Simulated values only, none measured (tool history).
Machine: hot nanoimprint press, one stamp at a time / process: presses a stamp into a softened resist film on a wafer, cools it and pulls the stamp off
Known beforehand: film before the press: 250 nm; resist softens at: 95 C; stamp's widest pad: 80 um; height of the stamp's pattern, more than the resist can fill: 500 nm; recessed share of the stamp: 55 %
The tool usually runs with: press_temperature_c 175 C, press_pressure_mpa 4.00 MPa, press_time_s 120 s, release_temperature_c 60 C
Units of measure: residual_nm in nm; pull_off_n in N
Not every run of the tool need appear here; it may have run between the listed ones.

Run 1, hour 0.0: usual settings. Result: residual_nm 128.9 nm, pull_off_n 155 N.
Run 2, hour 26.0: usual settings. Result: residual_nm 129.3 nm, pull_off_n 159 N.
Run 3, hour 56.0: usual settings. Result: residual_nm 129.8 nm, pull_off_n 158 N.
Run 4, hour 85.1: usual settings. Result: residual_nm 128.2 nm, pull_off_n 165 N.
Run 5, hour 107.1: usual settings. Result: residual_nm 128.4 nm, pull_off_n 170 N.
Run 6, hour 123.0: usual settings. Result: residual_nm 129.3 nm, pull_off_n 166 N.
Run 7, hour 148.4: usual settings. Result: residual_nm 129.5 nm, pull_off_n 168 N.
Run 8, hour 179.4: usual settings but press_time_s 173 s. Result: residual_nm 115.0 nm, pull_off_n 169 N.
Run 9, hour 208.2: usual settings but press_time_s 173 s. Result: residual_nm 114.7 nm, pull_off_n 173 N.
Run 10, hour 232.9: usual settings but press_time_s 97 s. Result: residual_nm 136.2 nm, pull_off_n 176 N.
Run 11, hour 264.8: usual settings but press_time_s 97 s. Result: residual_nm 137.3 nm, pull_off_n 170 N.
At hour 269.5: plate thermocouple calibrated.
Run 12, hour 299.3: usual settings. Result: residual_nm 126.6 nm, pull_off_n 171 N.
At hour 319.6: stamp cleaned and given a new release coat.
Run 13, hour 320.6: usual settings but release_temperature_c 53 C. Result: residual_nm 125.8 nm, pull_off_n 182 N.
Run 14, hour 337.1: usual settings but press_temperature_c 187 C, press_pressure_mpa 3.13 MPa, press_time_s 135 s, release_temperature_c 68 C. Result: residual_nm 100.6 nm, pull_off_n 116 N.
Run 15, hour 366.9: usual settings but press_temperature_c 176 C, press_pressure_mpa 3.74 MPa, press_time_s 148 s, release_temperature_c 47 C. Result: residual_nm 119.2 nm, pull_off_n 218 N.
At hour 397.1: plate thermocouple calibrated, once more.
Run 16, hour 399.0: usual settings but press_temperature_c 184 C, press_pressure_mpa 5.31 MPa. Result: residual_nm 86.9 nm, pull_off_n 160 N.
Run 17, hour 419.2: usual settings but press_temperature_c 184 C, press_pressure_mpa 2.54 MPa. Result: residual_nm 131.1 nm, pull_off_n 163 N.
Run 18, hour 448.8: usual settings but press_temperature_c 181 C, press_pressure_mpa 5.41 MPa, release_temperature_c 47 C. Result: residual_nm 93.8 nm, pull_off_n 220 N.
Run 19, hour 465.1: usual settings but press_temperature_c 181 C, press_pressure_mpa 5.41 MPa, release_temperature_c 47 C. Result: residual_nm 94.4 nm, pull_off_n 227 N.
Run 20, hour 478.6: usual settings but press_temperature_c 176 C, press_time_s 63 s. Result: residual_nm 153.6 nm, pull_off_n 169 N.
Run 21, hour 492.7: usual settings but press_pressure_mpa 6.07 MPa, press_time_s 67 s, release_temperature_c 62 C. Result: residual_nm 127.9 nm, pull_off_n 159 N.

Predict the results of run 22:
Run 22, hour 512.0: usual settings but press_temperature_c 180 C, press_time_s 180 s. Result: residual_nm ?, pull_off_n ?.

residual_nm: 100.3 nm
pull_off_n: 169 N
Without the tool's hidden state the same run would have given residual_nm 99.0 nm, pull_off_n 159 N.
